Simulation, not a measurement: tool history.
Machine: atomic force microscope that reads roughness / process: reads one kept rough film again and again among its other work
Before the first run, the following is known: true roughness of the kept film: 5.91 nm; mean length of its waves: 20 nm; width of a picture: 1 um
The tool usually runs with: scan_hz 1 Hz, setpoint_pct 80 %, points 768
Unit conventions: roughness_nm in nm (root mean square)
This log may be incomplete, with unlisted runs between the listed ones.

run    day  scan_hz  setpoint_pct  points  roughness_nm
  1      0        1            80     768         3.171
  2   0.25        1            80     361         3.051
  3  0.533        1            80     361         3.021
  4  0.729        1            70     768         3.088
  5  0.954        1            80     768         2.976
  6  1.117        1            80     768         2.925
  7    1.4        1            80     768          2.89
  8  1.654        1            80     768         2.838
  9  1.842        1            80     768         2.811
 10  2.012        1            69     768         2.836
 11  2.329     1.37            80     768         2.672
 12  2.671     1.37            80     768         2.629
 13  2.946     1.37            80     768         2.596
 14  3.254     1.37            80     768         2.546
 15  3.442     1.37            80     768         2.507
 16  3.754     1.37            80     768         2.453
 17  4.004     2.42            80     768         2.282
 18  4.192     2.42            80     768         2.273
 19  4.538        1            82     768         2.399
     4.671  -- new tip fitted
 20  4.842     0.55            80     768         4.263
 21  5.042     0.55            80     768         4.169
 22    5.2     0.55            80     768         4.107
 23  5.388     0.55            80     768         4.031
 24  5.617        1            66     768         3.971
 25  5.833        1            66     768           3.9
 26  6.058        1            66     768         3.821
 27  6.421     2.83            76     768         3.351
 28  6.675     1.11            58     768          3.64
 29  6.875     1.11            58     768         3.593
 30  7.158     1.11            58     768         3.511
 31  7.346     1.38            75     893         3.321

Below, some changes in roughness_nm between adjacent runs. For each, the amount present without the hidden state too (settings, incoming material, random variation) and the amount remaining for the hidden state with gauge scatter not shared by both compared results:
The hidden state here: radius of the tip, nm; height scale over the true one, %; drift of the gauge itself on roughness_nm, %.
Run 18 -> 19: scan_hz 2.42 -> 1, setpoint_pct 80 -> 82. roughness_nm +0.126 nm (root mean square): hidden state -0.183, all else +0.309.
Run 19 -> 20: scan_hz 1 -> 0.55, setpoint_pct 82 -> 80, new tip fitted. roughness_nm +1.864 nm (root mean square): hidden state +1.745, all else +0.119.
Run 26 -> 27: scan_hz 1 -> 2.83, setpoint_pct 66 -> 76. roughness_nm -0.47 nm (root mean square): hidden state -0.055, all else -0.415.
Run 27 -> 28: scan_hz 2.83 -> 1.11, setpoint_pct 76 -> 58. roughness_nm +0.289 nm (root mean square): hidden state -0.15, all else +0.439.

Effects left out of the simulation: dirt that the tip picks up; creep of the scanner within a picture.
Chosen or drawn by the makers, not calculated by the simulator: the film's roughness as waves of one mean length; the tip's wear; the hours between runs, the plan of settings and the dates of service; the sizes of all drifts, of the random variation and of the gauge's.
